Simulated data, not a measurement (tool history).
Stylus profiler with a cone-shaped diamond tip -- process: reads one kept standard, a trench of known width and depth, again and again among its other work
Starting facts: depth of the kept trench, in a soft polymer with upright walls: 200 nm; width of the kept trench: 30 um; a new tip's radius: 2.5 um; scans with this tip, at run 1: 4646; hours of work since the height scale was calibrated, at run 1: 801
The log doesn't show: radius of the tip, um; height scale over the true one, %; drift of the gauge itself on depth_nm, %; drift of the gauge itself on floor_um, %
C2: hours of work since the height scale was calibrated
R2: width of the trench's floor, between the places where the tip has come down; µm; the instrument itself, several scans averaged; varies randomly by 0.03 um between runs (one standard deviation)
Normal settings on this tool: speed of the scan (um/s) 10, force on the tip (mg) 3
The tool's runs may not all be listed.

run 1 hour=0 | speed_of_the_scan_(um/s)=10 force_on_the_tip_(mg)=3 | scans_with_this_tip=4646 C2=801 | depth_of_the_trench_(nm)=203.31 R2=27.84
run 2 hour=37.3 | speed_of_the_scan_(um/s)=10 force_on_the_tip_(mg)=3 | scans_with_this_tip=4816 C2=831 | depth_of_the_trench_(nm)=203.31 R2=27.84
run 3 hour=78.2 | speed_of_the_scan_(um/s)=10 force_on_the_tip_(mg)=3 | scans_with_this_tip=5002 C2=863 | depth_of_the_trench_(nm)=203.28 R2=27.76
run 4 hour=116.2 | speed_of_the_scan_(um/s)=10 force_on_the_tip_(mg)=3 | scans_with_this_tip=5174 C2=892 | depth_of_the_trench_(nm)=203.28 R2=27.78
run 5 hour=151 | speed_of_the_scan_(um/s)=10 force_on_the_tip_(mg)=4.11 | scans_with_this_tip=5333 C2=920 | depth_of_the_trench_(nm)=204.1 R2=27.79
run 6 hour=187.5 | speed_of_the_scan_(um/s)=10 force_on_the_tip_(mg)=3 | scans_with_this_tip=5499 C2=948 | depth_of_the_trench_(nm)=203.25 R2=27.74
run 7 hour=225.1 | speed_of_the_scan_(um/s)=10 force_on_the_tip_(mg)=3 | scans_with_this_tip=5670 C2=978 | depth_of_the_trench_(nm)=203.26 R2=27.68
-- hour=236 height scale calibrated on a step standard
run 8 hour=284.2 | speed_of_the_scan_(um/s)=10 force_on_the_tip_(mg)=3 | scans_with_this_tip=5937 C2=38 | depth_of_the_trench_(nm)=203.17 R2=27.77
run 9 hour=334.3 | speed_of_the_scan_(um/s)=10 force_on_the_tip_(mg)=3 | scans_with_this_tip=6165 C2=77 | depth_of_the_trench_(nm)=203.16 R2=27.71
-- hour=352 height scale calibrated on a step standard, once more
run 10 hour=387.1 | speed_of_the_scan_(um/s)=10 force_on_the_tip_(mg)=3 | scans_with_this_tip=6403 C2=28 | depth_of_the_trench_(nm)=203.65 R2=27.74
run 11 hour=416 | speed_of_the_scan_(um/s)=10 force_on_the_tip_(mg)=3 | scans_with_this_tip=6534 C2=50 | depth_of_the_trench_(nm)=203.72 R2=27.73
run 12 hour=462.6 | speed_of_the_scan_(um/s)=6 force_on_the_tip_(mg)=3 | scans_with_this_tip=6746 C2=87 | depth_of_the_trench_(nm)=203.68 R2=27.72
run 13 hour=517.6 | speed_of_the_scan_(um/s)=6 force_on_the_tip_(mg)=3 | scans_with_this_tip=6996 C2=130 | depth_of_the_trench_(nm)=203.69 R2=27.68
run 14 hour=579.2 | speed_of_the_scan_(um/s)=15 force_on_the_tip_(mg)=3 | scans_with_this_tip=7277 C2=178 | depth_of_the_trench_(nm)=203.68 R2=27.71
run 15 hour=637 | speed_of_the_scan_(um/s)=10 force_on_the_tip_(mg)=3 | scans_with_this_tip=7540 C2=224 | depth_of_the_trench_(nm)=203.63 R2=27.67
run 16 hour=667.4 | speed_of_the_scan_(um/s)=10 force_on_the_tip_(mg)=3 | scans_with_this_tip=7678 C2=248 | depth_of_the_trench_(nm)=203.58 R2=27.61
run 17 hour=724.8 | speed_of_the_scan_(um/s)=10 force_on_the_tip_(mg)=3 | scans_with_this_tip=7939 C2=293 | depth_of_the_trench_(nm)=203.6 R2=27.69
run 18 hour=775 | speed_of_the_scan_(um/s)=10 force_on_the_tip_(mg)=3 | scans_with_this_tip=8167 C2=332 | depth_of_the_trench_(nm)=203.6 R2=27.65
run 19 hour=817.1 | speed_of_the_scan_(um/s)=10 force_on_the_tip_(mg)=3 | scans_with_this_tip=8359 C2=365 | depth_of_the_trench_(nm)=203.57 R2=27.57
run 20 hour=871.5 | speed_of_the_scan_(um/s)=10 force_on_the_tip_(mg)=3 | scans_with_this_tip=8607 C2=408 | depth_of_the_trench_(nm)=203.57 R2=27.61
run 21 hour=913.5 | speed_of_the_scan_(um/s)=10 force_on_the_tip_(mg)=3 | scans_with_this_tip=8798 C2=441 | depth_of_the_trench_(nm)=203.55 R2=27.65
run 22 hour=971.3 | speed_of_the_scan_(um/s)=10 force_on_the_tip_(mg)=3 | scans_with_this_tip=9061 C2=486 | depth_of_the_trench_(nm)=203.55 R2=27.62
run 23 hour=1013.8 | speed_of_the_scan_(um/s)=10 force_on_the_tip_(mg)=3 | scans_with_this_tip=9254 C2=519 | depth_of_the_trench_(nm)=203.51 R2=27.65
run 24 hour=1073.1 | speed_of_the_scan_(um/s)=10 force_on_the_tip_(mg)=3 | scans_with_this_tip=9524 C2=566 | depth_of_the_trench_(nm)=203.47 R2=27.6
run 25 hour=1108.6 | speed_of_the_scan_(um/s)=17 force_on_the_tip_(mg)=5.78 | scans_with_this_tip=9686 C2=594 | depth_of_the_trench_(nm)=205.51 R2=27.6
run 26 hour=1151.2 | speed_of_the_scan_(um/s)=2 force_on_the_tip_(mg)=5.26 | scans_with_this_tip=9879 C2=627 | depth_of_the_trench_(nm)=205.11 R2=27.61
run 27 hour=1200.3 | speed_of_the_scan_(um/s)=8 force_on_the_tip_(mg)=4.74 | scans_with_this_tip=10103 C2=666 | depth_of_the_trench_(nm)=204.76 R2=27.58
run 28 hour=1253.8 | speed_of_the_scan_(um/s)=8 force_on_the_tip_(mg)=4.74 | scans_with_this_tip=10346 C2=708 | depth_of_the_trench_(nm)=204.75 R2=27.57
run 29 hour=1281.6 | speed_of_the_scan_(um/s)=7 force_on_the_tip_(mg)=3.12 | scans_with_this_tip=10473 C2=729 | depth_of_the_trench_(nm)=203.51 R2=27.57
run 30 hour=1307.8 | speed_of_the_scan_(um/s)=5 force_on_the_tip_(mg)=6.25 | scans_with_this_tip=10592 C2=750 | depth_of_the_trench_(nm)=205.75 R2=27.55
run 31 hour=1360.2 | speed_of_the_scan_(um/s)=2 force_on_the_tip_(mg)=1.43 | scans_with_this_tip=10830 C2=791 | depth_of_the_trench_(nm)=201.9 R2=27.55
run 32 hour=1388.6 | speed_of_the_scan_(um/s)=2 force_on_the_tip_(mg)=3.68 | scans_with_this_tip=10960 C2=813 | depth_of_the_trench_(nm)=203.89 R2=27.57
run 33 hour=1417 | speed_of_the_scan_(um/s)=2 force_on_the_tip_(mg)=3.68 | scans_with_this_tip=11089 C2=836 | depth_of_the_trench_(nm)=203.88 R2=27.56
run 34 hour=1443.9 | speed_of_the_scan_(um/s)=4 force_on_the_tip_(mg)=3 | scans_with_this_tip=11211 C2=857 | depth_of_the_trench_(nm)=203.34 R2=27.53
run 35 hour=1491.2 | speed_of_the_scan_(um/s)=13 force_on_the_tip_(mg)=6.36 | scans_with_this_tip=11426 C2=894 | depth_of_the_trench_(nm)=205.75 R2=27.51
run 36 hour=1539.7 | speed_of_the_scan_(um/s)=6 force_on_the_tip_(mg)=1.63 | scans_with_this_tip=11647 C2=932 | depth_of_the_trench_(nm)=202.1 R2=27.49
run 37 hour=1590 | speed_of_the_scan_(um/s)=6 force_on_the_tip_(mg)=5.57 | scans_with_this_tip=11876 C2=972 | depth_of_the_trench_(nm)=205.16 R2=27.51
-- hour=1609.1 height scale calibrated on a step standard
run 38 hour=1649.3 | speed_of_the_scan_(um/s)=6 force_on_the_tip_(mg)=5.57 | scans_with_this_tip=12144 C2=32 | depth_of_the_trench_(nm)=205.66 R2=27.53
run 39 hour=1680.7 | speed_of_the_scan_(um/s)=6 force_on_the_tip_(mg)=5.57 | scans_with_this_tip=12286 C2=56 | depth_of_the_trench_(nm)=205.69 R2=27.48
run 40 hour=1715 | speed_of_the_scan_(um/s)=6 force_on_the_tip_(mg)=5.57 | scans_with_this_tip=12443 C2=83 | depth_of_the_trench_(nm)=205.63 R2=27.53
run 41 hour=1765 | speed_of_the_scan_(um/s)=6 force_on_the_tip_(mg)=5.57 | scans_with_this_tip=12670 C2=122 | depth_of_the_trench_(nm)=205.65 R2=27.44
run 42 hour=1817.7 | speed_of_the_scan_(um/s)=4 force_on_the_tip_(mg)=2.2 | scans_with_this_tip=12910 C2=164 | depth_of_the_trench_(nm)=202.99 R2=27.44
run 43 hour=1871.1 | speed_of_the_scan_(um/s)=2 force_on_the_tip_(mg)=2.7 | scans_with_this_tip=13153 C2=206 | depth_of_the_trench_(nm)=203.43 R2=27.48
run 44 hour=1906.4 | speed_of_the_scan_(um/s)=2 force_on_the_tip_(mg)=2.7 | scans_with_this_tip=13313 C2=233 | depth_of_the_trench_(nm)=203.44 R2=27.39
run 45 hour=1967.3 | speed_of_the_scan_(um/s)=2 force_on_the_tip_(mg)=2.7 | scans_with_this_tip=13591 C2=281 | depth_of_the_trench_(nm)=203.41 R2=27.44

Entry by entry between the runs, the difference in hidden state between the last listed run before and the first listed run after:
Runs 7 to 8: height scale calibrated on a step standard (hour 236)
  radius of the tip, um: 3.18 -> 3.21; height scale over the true one, %: -0.228 -> -0.272
  difference, measured minus the result without the unlogged condition, depth of the trench (nm): -0.47 -> -0.55; R2: -0.26 -> -0.27 µm
Runs 9 to 10: height scale calibrated on a step standard, once more (hour 352)
  radius of the tip, um: 3.24 -> 3.27; height scale over the true one, %: -0.281 -> 0.015
  difference, measured minus the result without the unlogged condition, depth of the trench (nm): -0.57 -> +0.03; R2: -0.28 -> -0.29 µm
Runs 37 to 38: height scale calibrated on a step standard (hour 1609.1)
  radius of the tip, um: 3.97 -> 4; height scale over the true one, %: -0.196 -> 0.043
  difference, measured minus the result without the unlogged condition, depth of the trench (nm): -0.4 -> +0.09; R2: -0.52 -> -0.53 µm

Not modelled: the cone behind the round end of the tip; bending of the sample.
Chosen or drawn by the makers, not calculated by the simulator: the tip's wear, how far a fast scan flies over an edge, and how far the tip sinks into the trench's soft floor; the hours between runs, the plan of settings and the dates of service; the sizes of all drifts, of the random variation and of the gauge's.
